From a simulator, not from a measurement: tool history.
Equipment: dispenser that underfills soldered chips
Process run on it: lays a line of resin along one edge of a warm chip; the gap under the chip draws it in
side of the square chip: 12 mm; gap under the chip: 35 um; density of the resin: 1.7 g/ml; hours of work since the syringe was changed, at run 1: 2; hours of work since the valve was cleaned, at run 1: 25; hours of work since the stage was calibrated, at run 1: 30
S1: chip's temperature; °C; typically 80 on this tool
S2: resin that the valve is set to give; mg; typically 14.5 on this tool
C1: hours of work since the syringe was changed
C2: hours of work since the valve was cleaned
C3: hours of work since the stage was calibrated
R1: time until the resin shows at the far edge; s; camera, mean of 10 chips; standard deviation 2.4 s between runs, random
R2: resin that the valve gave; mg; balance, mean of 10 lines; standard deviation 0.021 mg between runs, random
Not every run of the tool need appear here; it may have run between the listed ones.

{"run": 1, "day": 0.0, "S1": 80, "S2": 14.5, "C1": 2, "C2": 25, "C3": 30, "R1": 245.8, "R2": 14.32}
{"run": 2, "day": 0.142, "S1": 80, "S2": 14.5, "C1": 4, "C2": 28, "C3": 33, "R1": 275.8, "R2": 14.3}
{"day": 0.229, "done": "new syringe of resin"}
{"run": 3, "day": 0.325, "S1": 80, "S2": 15.6, "C1": 2, "C2": 31, "C3": 36, "R1": 250.2, "R2": 15.34}
{"run": 4, "day": 0.467, "S1": 85, "S2": 14.5, "C1": 4, "C2": 34, "C3": 39, "R1": 245.7, "R2": 14.23}
{"day": 0.542, "done": "new syringe of resin"}
{"run": 5, "day": 0.725, "S1": 92, "S2": 14.5, "C1": 4, "C2": 39, "C3": 43, "R1": 196.7, "R2": 14.23}
{"day": 0.862, "done": "new syringe of resin"}
{"run": 6, "day": 0.9, "S1": 92, "S2": 14.5, "C1": 1, "C2": 42, "C3": 47, "R1": 168.7, "R2": 14.15}
{"day": 1.096, "done": "dispensing valve cleaned and set on the balance"}
{"run": 7, "day": 1.108, "S1": 92, "S2": 14.1, "C1": 4, "C2": 0, "C3": 50, "R1": 196.9, "R2": 14.1}
{"day": 1.225, "done": "new syringe of resin"}
{"run": 8, "day": 1.288, "S1": 70, "S2": 14.5, "C1": 1, "C2": 3, "C3": 53, "R1": 324.6, "R2": 14.42}
{"day": 1.533, "done": "new syringe of resin"}
{"run": 9, "day": 1.538, "S1": 70, "S2": 14.5, "C1": 0, "C2": 8, "C3": 57, "R1": 305.9, "R2": 14.44}
{"run": 10, "day": 1.679, "S1": 79, "S2": 14.5, "C1": 3, "C2": 11, "C3": 60, "R1": 263.8, "R2": 14.36}
{"run": 11, "day": 1.817, "S1": 79, "S2": 14.5, "C1": 5, "C2": 13, "C3": 63, "R1": 304.5, "R2": 14.32}
{"day": 1.854, "done": "new syringe of resin"}
{"run": 12, "day": 2.05, "S1": 80, "S2": 14.5, "C1": 4, "C2": 17, "C3": 67, "R1": 273.2, "R2": 14.34}
{"day": 2.162, "done": "new syringe of resin"}
{"run": 13, "day": 2.238, "S1": 80, "S2": 14.5, "C1": 1, "C2": 21, "C3": 70, "R1": 244, "R2": 14.3}
{"run": 14, "day": 2.4, "S1": 80, "S2": 13.2, "C1": 4, "C2": 24, "C3": 73, "R1": 290.6, "R2": 12.99}
{"day": 2.479, "done": "new syringe of resin"}
{"run": 15, "day": 2.617, "S1": 80, "S2": 13.2, "C1": 3, "C2": 28, "C3": 77, "R1": 253.5, "R2": 12.99}
{"day": 2.796, "done": "new syringe of resin"}
{"run": 16, "day": 2.846, "S1": 68, "S2": 14.5, "C1": 1, "C2": 32, "C3": 81, "R1": 342.2, "R2": 14.18}
{"run": 17, "day": 3.075, "S1": 68, "S2": 14.5, "C1": 5, "C2": 36, "C3": 85, "R1": 409.3, "R2": 14.13}
{"day": 3.108, "done": "new syringe of resin"}
{"run": 18, "day": 3.279, "S1": 92, "S2": 14.5, "C1": 3, "C2": 40, "C3": 89, "R1": 186.4, "R2": 14.13}
{"day": 3.417, "done": "new syringe of resin"}
{"run": 19, "day": 3.45, "S1": 68, "S2": 15.3, "C1": 1, "C2": 43, "C3": 92, "R1": 337.5, "R2": 14.88}
{"day": 3.6, "done": "dispensing valve cleaned and set on the balance"}
{"run": 20, "day": 3.654, "S1": 73, "S2": 12.3, "C1": 4, "C2": 1, "C3": 95, "R1": 345.3, "R2": 12.3}
{"day": 3.779, "done": "new syringe of resin"}
{"run": 21, "day": 3.779, "S1": 67, "S2": 18.9, "C1": 0, "C2": 3, "C3": 97, "R1": 330.5, "R2": 18.88}
{"run": 22, "day": 3.942, "S1": 88, "S2": 18.4, "C1": 3, "C2": 6, "C3": 100, "R1": 203.5, "R2": 18.33}
{"day": 4.096, "done": "new syringe of resin"}
{"run": 23, "day": 4.188, "S1": 71, "S2": 17.4, "C1": 2, "C2": 11, "C3": 105, "R1": 312, "R2": 17.27}
{"run": 24, "day": 4.304, "S1": 90, "S2": 17.7, "C1": 4, "C2": 13, "C3": 107, "R1": 200.8, "R2": 17.58}
{"day": 4.417, "done": "new syringe of resin"}
{"run": 25, "day": 4.525, "S1": 90, "S2": 17.7, "C1": 2, "C2": 17, "C3": 111, "R1": 188.3, "R2": 17.49}
{"day": 4.738, "done": "new syringe of resin"}
{"run": 26, "day": 4.771, "S1": 90, "S2": 17.7, "C1": 1, "C2": 21, "C3": 115, "R1": 172.6, "R2": 17.46}
{"run": 27, "day": 4.95, "S1": 90, "S2": 17.7, "C1": 4, "C2": 25, "C3": 119, "R1": 202.9, "R2": 17.43}
{"day": 5.062, "done": "new syringe of resin"}
{"run": 28, "day": 5.096, "S1": 86, "S2": 14.5, "C1": 1, "C2": 27, "C3": 121, "R1": 199.4, "R2": 14.24}
{"run": 29, "day": 5.204, "S1": 85, "S2": 17.7, "C1": 3, "C2": 29, "C3": 123, "R1": 222.9, "R2": 17.34}
{"run": 30, "day": 5.312, "S1": 85, "S2": 17.7, "C1": 5, "C2": 31, "C3": 125, "R1": 238.5, "R2": 17.35}
{"day": 5.379, "done": "new syringe of resin"}
{"run": 31, "day": 5.475, "S1": 85, "S2": 17.7, "C1": 2, "C2": 34, "C3": 128, "R1": 211.7, "R2": 17.37}
{"run": 32, "day": 5.625, "S1": 73, "S2": 17, "C1": 5, "C2": 37, "C3": 131, "R1": 346.8, "R2": 16.64}
{"day": 5.7, "done": "new syringe of resin"}
{"run": 33, "day": 5.796, "S1": 83, "S2": 12.9, "C1": 2, "C2": 40, "C3": 134, "R1": 227.5, "R2": 12.59}
{"day": 6.008, "done": "new syringe of resin"}
{"day": 6.092, "done": "dispensing valve cleaned and set on the balance"}
{"run": 34, "day": 6.092, "S1": 84, "S2": 17.8, "C1": 1, "C2": 0, "C3": 139, "R1": 207.3, "R2": 17.86}
{"run": 35, "day": 6.325, "S1": 84, "S2": 17.8, "C1": 5, "C2": 4, "C3": 143, "R1": 251.9, "R2": 17.78}

Below, some changes in R1 between adjacent runs. For each, the amount present without the hidden state too (settings, incoming material, random variation) and the amount remaining for the hidden state with gauge scatter not shared by both compared results:
Hidden state at play: resin's viscosity, % of fresh resin's; dose that the valve gives, % of what is set; true chip temperature over the reading, C; drift of the gauge itself on fill_s, %; drift of the gauge itself on given_mg, %.
Run 16 -> 17: no setting changed, nothing entered. R1 +67.1 s: hidden state +71.5, all else -4.4.
Run 17 -> 18: S1 68 -> 92, new syringe of resin. R1 -222.9 s: hidden state -58.1, all else -164.8.
Run 18 -> 19: S1 92 -> 68, S2 14.5 -> 15.3, new syringe of resin. R1 +151.1 s: hidden state -17.6, all else +168.7.
Run 20 -> 21: S1 73 -> 67, S2 12.3 -> 18.9, new syringe of resin. R1 -14.8 s: hidden state -58.9, all else +44.1.
Run 31 -> 32: S1 85 -> 73, S2 17.7 -> 17. R1 +135.1 s: hidden state +46.1, all else +89.
